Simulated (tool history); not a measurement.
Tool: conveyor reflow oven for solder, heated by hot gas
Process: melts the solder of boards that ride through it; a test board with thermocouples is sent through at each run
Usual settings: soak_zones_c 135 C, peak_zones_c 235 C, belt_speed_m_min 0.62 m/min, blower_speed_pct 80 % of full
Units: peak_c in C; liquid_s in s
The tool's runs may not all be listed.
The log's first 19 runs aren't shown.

run   hour  soak_zones_c  peak_zones_c  belt_speed_m_min  blower_speed_pct  hours of work since the flux was cleaned out  hours of work since the belt drive was overhauled  hours of work since the thermocouples were changed  peak_c  liquid_s
 20  395.4           141           246              0.62                88                                           214                                                 22                                                 978   226.5      58.9
     413.3  -- belt drive overhauled, speed set with a stopwatch, once more
 21  430.5           135           248              0.62                80                                           229                                                  8                                                 993   224.7      54.3
 22  459.3           135           237             0.635                80                                           243                                                 22                                                1007     215      46.5
 23    481           135           235             0.587                73                                           253                                                 33                                                1017   214.4      50.4
 24  511.7           142           235              0.62                80                                           268                                                 47                                                1032     215      50.1
 25    544           123           235              0.62                80                                           284                                                 63                                                1048   211.3      41.7
 26  571.5           123           235             0.689                80                                           297                                                 76                                                1061   206.8      33.4
 27  596.2           123           235             0.689                80                                           309                                                 88                                                1073   206.9      33.8
 28  624.7           123           238             0.638                60                                           322                                                102                                                1086   208.2      37.2
 29    645           123           238             0.638                60                                           332                                                112                                                1096   208.4      37.2
 30  669.4           148           227              0.62                80                                           344                                                123                                                1108   208.8      47.6
 31  683.6           149           249             0.585                83                                           351                                                130                                                1115   229.4      64.8

3 ways to go on from here, each from the tool as it stands after run 31. What would each give?
  A  707.7           121           226             0.517                83                                           362                                                142                                                1126       ?         ?
  B  707.7           136           249             0.641                83                                           362                                                142                                                1126       ?         ?
  C  707.7           133           235              0.66                87                                           362                                                142                                                1126       ?         ?

run  peak_c  liquid_s
  A   208.7      49.1
  B     224      52.7
  C   211.3      41.7
Without the tool's hidden state the same runs would have given:
run  peak_c  liquid_s
  A   214.7      55.4
  B   230.7      56.2
  C   217.8      46.7

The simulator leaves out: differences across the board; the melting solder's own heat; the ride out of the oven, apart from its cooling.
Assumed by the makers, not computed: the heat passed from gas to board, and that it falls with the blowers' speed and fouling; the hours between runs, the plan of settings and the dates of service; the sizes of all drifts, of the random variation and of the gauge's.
